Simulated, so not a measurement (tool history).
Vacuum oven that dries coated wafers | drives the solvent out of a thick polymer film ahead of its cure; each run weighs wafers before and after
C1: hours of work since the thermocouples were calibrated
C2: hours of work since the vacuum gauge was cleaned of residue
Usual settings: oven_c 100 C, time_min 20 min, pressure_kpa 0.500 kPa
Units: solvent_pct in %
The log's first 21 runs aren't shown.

Run 22, hour 203.6: usual settings but oven_c 105 C, time_min 14 min, pressure_kpa 0.269 kPa; C1 277; C2 242. Result: solvent_pct 3.24 %.
Run 23, hour 213.2: usual settings but oven_c 105 C, time_min 14 min, pressure_kpa 0.269 kPa; C1 284; C2 248. Result: solvent_pct 3.25 %.
Run 24, hour 220.8: usual settings but oven_c 103 C, time_min 14 min, pressure_kpa 0.269 kPa; C1 289; C2 254. Result: solvent_pct 3.98 %.
Run 25, hour 233.9: usual settings but oven_c 103 C, time_min 14 min, pressure_kpa 0.269 kPa; C1 298; C2 263. Result: solvent_pct 3.92 %.
Run 26, hour 243.9: usual settings but oven_c 103 C, time_min 14 min, pressure_kpa 0.269 kPa; C1 305; C2 270. Result: solvent_pct 3.83 %.
Run 27, hour 256.7: usual settings but oven_c 111 C; C1 314; C2 279. Result: solvent_pct 0.68 %.
Run 28, hour 266.8: usual settings but oven_c 90 C, time_min 10 min, pressure_kpa 0.627 kPa; C1 322; C2 287. Result: solvent_pct 10.66 %.
Run 29, hour 275.8: usual settings but oven_c 90 C, time_min 10 min, pressure_kpa 0.627 kPa; C1 328; C2 293. Result: solvent_pct 10.54 %.
Run 30, hour 289.0: usual settings but oven_c 90 C, time_min 10 min, pressure_kpa 0.627 kPa; C1 337; C2 302. Result: solvent_pct 10.65 %.
Run 31, hour 300.3: usual settings but time_min 17 min, pressure_kpa 0.866 kPa; C1 345; C2 310. Result: solvent_pct 3.92 %.
Run 32, hour 312.9: usual settings but oven_c 96 C, time_min 11 min; C1 354; C2 319. Result: solvent_pct 7.93 %.
Run 33, hour 323.5: usual settings but oven_c 96 C, time_min 11 min; C1 362; C2 327. Result: solvent_pct 7.93 %.
Run 34, hour 333.4: usual settings but oven_c 90 C, pressure_kpa 0.767 kPa; C1 369; C2 334. Result: solvent_pct 6.47 %.

5 ways to go on from here, each from the tool as it stands after run 34. What would each give?
Run A, hour 341.6: usual settings but time_min 35 min; C1 375; C2 340. Result: solvent_pct ?.
Run B, hour 341.6: usual settings but oven_c 94 C; C1 375; C2 340. Result: solvent_pct ?.
Run C, hour 341.6: usual settings but oven_c 90 C, time_min 24 min, pressure_kpa 1.871 kPa; C1 375; C2 340. Result: solvent_pct ?.
Run D, hour 341.6: usual settings but oven_c 99 C, time_min 25 min, pressure_kpa 0.510 kPa; C1 375; C2 340. Result: solvent_pct ?.
Run E, hour 341.6: usual settings but oven_c 90 C, time_min 31 min, pressure_kpa 0.298 kPa; C1 375; C2 340. Result: solvent_pct ?.

run  solvent_pct
  A         0.88
  B         4.88
  C         5.70
  D         2.13
  E         3.70
Without the tool's hidden state the same runs would have given:
run  solvent_pct
  A         0.93
  B         5.05
  C         5.88
  D         2.24
  E         3.85

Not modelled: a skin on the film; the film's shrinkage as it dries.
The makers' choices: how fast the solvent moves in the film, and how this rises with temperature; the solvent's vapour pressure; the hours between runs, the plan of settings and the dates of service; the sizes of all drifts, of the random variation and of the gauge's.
